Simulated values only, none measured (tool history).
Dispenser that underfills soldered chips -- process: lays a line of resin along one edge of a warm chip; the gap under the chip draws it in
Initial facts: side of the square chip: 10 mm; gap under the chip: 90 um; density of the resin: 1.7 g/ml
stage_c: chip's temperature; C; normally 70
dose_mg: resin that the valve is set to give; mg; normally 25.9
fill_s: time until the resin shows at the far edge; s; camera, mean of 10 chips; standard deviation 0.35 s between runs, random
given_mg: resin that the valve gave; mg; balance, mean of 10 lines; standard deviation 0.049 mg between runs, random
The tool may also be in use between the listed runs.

run   hour  stage_c  dose_mg  fill_s  given_mg
  1    0.0       70     25.9    25.3     25.80
  2    9.4       69     25.9    25.1     25.70
  3   14.0       70     25.9    19.4     25.62
  4   19.1       70     25.9    22.7     25.56
  5   24.7       70     25.9    19.8     25.34
  6   31.3       70     25.9    23.7     25.44
  7   36.3       70     25.9    20.5     25.30
  8   42.9       70     25.9    24.8     25.20
  9   52.2       68     25.9    25.6     25.14
 10   60.6       68     25.8    23.1     24.88
 11   69.3       70     30.5    19.2     29.32
 12   79.1       70     30.5    25.7     30.36
 13   87.5       70     30.5    23.5     30.27
 14   96.1       70     30.5    22.2     30.14
 15  100.1       70     30.5    24.7     30.10
 16  109.6       70     30.5    22.6     29.91
 17  115.0       70     30.5    19.6     29.78
 18  122.8       70     25.9    25.3     25.18
 19  129.6       70     25.9    22.8     25.23
 20  139.3       70     25.9    21.8     24.99
 21  147.5       70     25.9    26.1     25.94
 22  152.2       72     27.2    19.8     27.18
 23  158.5       63     29.3    35.9     29.13
 24  164.5       63     25.4    32.0     25.13
 25  173.6       55     23.7    45.3     23.31
 26  181.1       63     23.2    37.4     22.73
 27  187.9       59     25.9    39.7     25.30
 28  197.2       84     25.3    11.8     24.67
 29  206.2       61     27.1    31.9     26.13
 30  212.9       79     30.3    16.5     29.33
 31  223.4       67     29.2    27.0     29.21
 32  228.4       56     23.7    41.2     23.60
 33  238.0       70     29.0    19.4     28.79
 34  243.8       62     32.4    34.2     32.05
 35  253.4       70     28.1    22.8     27.69

Put back what was entered between runs (26 entries, withheld): which listed runs does each sit between, and how does the hidden state differ from the listed run before to the listed run after?
After run 1, before run 2: new syringe of resin (hour 1.1)
  resin's viscosity, % of fresh resin's: 132.6 -> 125.3; dose that the valve gives, % of what is set: 99.78 -> 99.26; true chip temperature over the reading, C: -0.83 -> -0.86
  measured value less the no-hidden-state value, fill_s: +6.9 -> +5.8 s; given_mg: -0.05 -> -0.19 mg
After run 2, before run 3: new syringe of resin (hour 12.4)
  resin's viscosity, % of fresh resin's: 125.3 -> 103.7; dose that the valve gives, % of what is set: 99.26 -> 99.02; true chip temperature over the reading, C: -0.86 -> -0.88
  measured value less the no-hidden-state value, fill_s: +5.8 -> +1.5 s; given_mg: -0.19 -> -0.25 mg
After run 4, before run 5: new syringe of resin (hour 23.6)
  resin's viscosity, % of fresh resin's: 120.1 -> 102; dose that the valve gives, % of what is set: 98.74 -> 98.47; true chip temperature over the reading, C: -0.89 -> -0.91
  measured value less the no-hidden-state value, fill_s: +4.7 -> +1.2 s; given_mg: -0.33 -> -0.39 mg
After run 6, before run 7: new syringe of resin (hour 34.6)
  resin's viscosity, % of fresh resin's: 123.2 -> 106; dose that the valve gives, % of what is set: 98.14 -> 97.87; true chip temperature over the reading, C: -0.94 -> -0.95
  measured value less the no-hidden-state value, fill_s: +5.3 -> +2.0 s; given_mg: -0.48 -> -0.55 mg
After run 8, before run 9: new syringe of resin (hour 45.8)
  resin's viscosity, % of fresh resin's: 127.9 -> 120.8; dose that the valve gives, % of what is set: 97.55 -> 97.07; true chip temperature over the reading, C: -0.98 -> -1.01
  measured value less the no-hidden-state value, fill_s: +6.4 -> +5.5 s; given_mg: -0.63 -> -0.76 mg
After run 9, before run 10: new syringe of resin (hour 57.1)
  resin's viscosity, % of fresh resin's: 120.8 -> 110; dose that the valve gives, % of what is set: 97.07 -> 96.63; true chip temperature over the reading, C: -1.01 -> -1.04
  measured value less the no-hidden-state value, fill_s: +5.5 -> +3.2 s; given_mg: -0.76 -> -0.87 mg
After run 10, before run 11: new syringe of resin (hour 68.2)
  resin's viscosity, % of fresh resin's: 110 -> 102; dose that the valve gives, % of what is set: 96.63 -> 96.2; true chip temperature over the reading, C: -1.04 -> -1.07
  measured value less the no-hidden-state value, fill_s: +3.2 -> +1.4 s; given_mg: -0.87 -> -1.16 mg
After run 11, before run 12: dispensing valve cleaned and set on the balance (hour 71.0)
  resin's viscosity, % of fresh resin's: 102 -> 131.5; dose that the valve gives, % of what is set: 96.2 -> 99.64; true chip temperature over the reading, C: -1.07 -> -1.1
  measured value less the no-hidden-state value, fill_s: +1.4 -> +7.1 s; given_mg: -1.16 -> -0.11 mg
After run 12, before run 13: new syringe of resin (hour 80.2)
  resin's viscosity, % of fresh resin's: 131.5 -> 123.3; dose that the valve gives, % of what is set: 99.64 -> 99.22; true chip temperature over the reading, C: -1.1 -> -1.14
  measured value less the no-hidden-state value, fill_s: +7.1 -> +5.5 s; given_mg: -0.11 -> -0.24 mg
After run 13, before run 14: new syringe of resin (hour 91.5)
  resin's viscosity, % of fresh resin's: 123.3 -> 113.5; dose that the valve gives, % of what is set: 99.22 -> 98.79; true chip temperature over the reading, C: -1.14 -> -1.17
  measured value less the no-hidden-state value, fill_s: +5.5 -> +3.6 s; given_mg: -0.24 -> -0.37 mg
After run 15, before run 16: new syringe of resin (hour 102.8)
  resin's viscosity, % of fresh resin's: 127.3 -> 119.2; dose that the valve gives, % of what is set: 98.58 -> 98.13; true chip temperature over the reading, C: -1.18 -> -1.21
  measured value less the no-hidden-state value, fill_s: +6.3 -> +4.8 s; given_mg: -0.43 -> -0.57 mg
After run 16, before run 17: new syringe of resin (hour 114.1)
  resin's viscosity, % of fresh resin's: 119.2 -> 102.1; dose that the valve gives, % of what is set: 98.13 -> 97.84; true chip temperature over the reading, C: -1.21 -> -1.23
  measured value less the no-hidden-state value, fill_s: +4.8 -> +1.6 s; given_mg: -0.57 -> -0.66 mg
After run 18, before run 19: new syringe of resin (hour 125.0)
  resin's viscosity, % of fresh resin's: 127.8 -> 115.8; dose that the valve gives, % of what is set: 97.43 -> 97.07; true chip temperature over the reading, C: -1.26 -> -1.28
  measured value less the no-hidden-state value, fill_s: +6.6 -> +4.3 s; given_mg: -0.66 -> -0.76 mg
After run 19, before run 20: new syringe of resin (hour 136.1)
  resin's viscosity, % of fresh resin's: 115.8 -> 110.9; dose that the valve gives, % of what is set: 97.07 -> 96.56; true chip temperature over the reading, C: -1.28 -> -1.32
  measured value less the no-hidden-state value, fill_s: +4.3 -> +3.4 s; given_mg: -0.76 -> -0.89 mg
After run 20, before run 21: dispensing valve cleaned and set on the balance (hour 146.2)
  resin's viscosity, % of fresh resin's: 110.9 -> 136.4; dose that the valve gives, % of what is set: 96.56 -> 100; true chip temperature over the reading, C: -1.32 -> -1.34
  measured value less the no-hidden-state value, fill_s: +3.4 -> +8.2 s; given_mg: -0.89 -> +0.00 mg
After run 21, before run 22: new syringe of resin (hour 148.7)
  resin's viscosity, % of fresh resin's: 136.4 -> 110.9; dose that the valve gives, % of what is set: 100 -> 99.75; true chip temperature over the reading, C: -1.34 -> -1.36
  measured value less the no-hidden-state value, fill_s: +8.2 -> +3.0 s; given_mg: +0.00 -> -0.07 mg
After run 23, before run 24: new syringe of resin (hour 159.5)
  resin's viscosity, % of fresh resin's: 132.7 -> 116.5; dose that the valve gives, % of what is set: 99.42 -> 99.08; true chip temperature over the reading, C: -1.38 -> -1.4
  measured value less the no-hidden-state value, fill_s: +10.5 -> +6.4 s; given_mg: -0.17 -> -0.23 mg
After run 24, before run 25: new syringe of resin (hour 170.6)
  resin's viscosity, % of fresh resin's: 116.5 -> 109.3; dose that the valve gives, % of what is set: 99.08 -> 98.61; true chip temperature over the reading, C: -1.4 -> -1.44
  measured value less the no-hidden-state value, fill_s: +6.4 -> +7.0 s; given_mg: -0.23 -> -0.33 mg
After run 26, before run 27: new syringe of resin (hour 181.9)
  resin's viscosity, % of fresh resin's: 135.4 -> 116.5; dose that the valve gives, % of what is set: 98.24 -> 97.9; true chip temperature over the reading, C: -1.46 -> -1.49
  measured value less the no-hidden-state value, fill_s: +11.8 -> +8.1 s; given_mg: -0.41 -> -0.55 mg
After run 27, before run 28: new syringe of resin (hour 192.9)
  resin's viscosity, % of fresh resin's: 116.5 -> 113.3; dose that the valve gives, % of what is set: 97.9 -> 97.42; true chip temperature over the reading, C: -1.49 -> -1.52
  measured value less the no-hidden-state value, fill_s: +8.1 -> +2.1 s; given_mg: -0.55 -> -0.65 mg
After run 28, before run 29: new syringe of resin (hour 204.2)
  resin's viscosity, % of fresh resin's: 113.3 -> 104.5; dose that the valve gives, % of what is set: 97.42 -> 96.97; true chip temperature over the reading, C: -1.52 -> -1.56
  measured value less the no-hidden-state value, fill_s: +2.1 -> +3.8 s; given_mg: -0.65 -> -0.82 mg
After run 30, before run 31: new syringe of resin (hour 215.2); dispensing valve cleaned and set on the balance (hour 221.8)
  resin's viscosity, % of fresh resin's: 126.7 -> 123; dose that the valve gives, % of what is set: 96.65 -> 99.92; true chip temperature over the reading, C: -1.58 -> -1.61
  measured value less the no-hidden-state value, fill_s: +4.4 -> +6.7 s; given_mg: -1.01 -> -0.02 mg
After run 31, before run 32: new syringe of resin (hour 227.1)
  resin's viscosity, % of fresh resin's: 123 -> 101.7; dose that the valve gives, % of what is set: 99.92 -> 99.66; true chip temperature over the reading, C: -1.61 -> -1.63
  measured value less the no-hidden-state value, fill_s: +6.7 -> +4.0 s; given_mg: -0.02 -> -0.08 mg
After run 32, before run 33: new syringe of resin (hour 238.0)
  resin's viscosity, % of fresh resin's: 101.7 -> 99; dose that the valve gives, % of what is set: 99.66 -> 99.17; true chip temperature over the reading, C: -1.63 -> -1.67
  measured value less the no-hidden-state value, fill_s: +4.0 -> +1.3 s; given_mg: -0.08 -> -0.24 mg
After run 34, before run 35: new syringe of resin (hour 249.2)
  resin's viscosity, % of fresh resin's: 117 -> 112.1; dose that the valve gives, % of what is set: 98.88 -> 98.42; true chip temperature over the reading, C: -1.69 -> -1.72
  measured value less the no-hidden-state value, fill_s: +7.4 -> +4.0 s; given_mg: -0.37 -> -0.44 mg

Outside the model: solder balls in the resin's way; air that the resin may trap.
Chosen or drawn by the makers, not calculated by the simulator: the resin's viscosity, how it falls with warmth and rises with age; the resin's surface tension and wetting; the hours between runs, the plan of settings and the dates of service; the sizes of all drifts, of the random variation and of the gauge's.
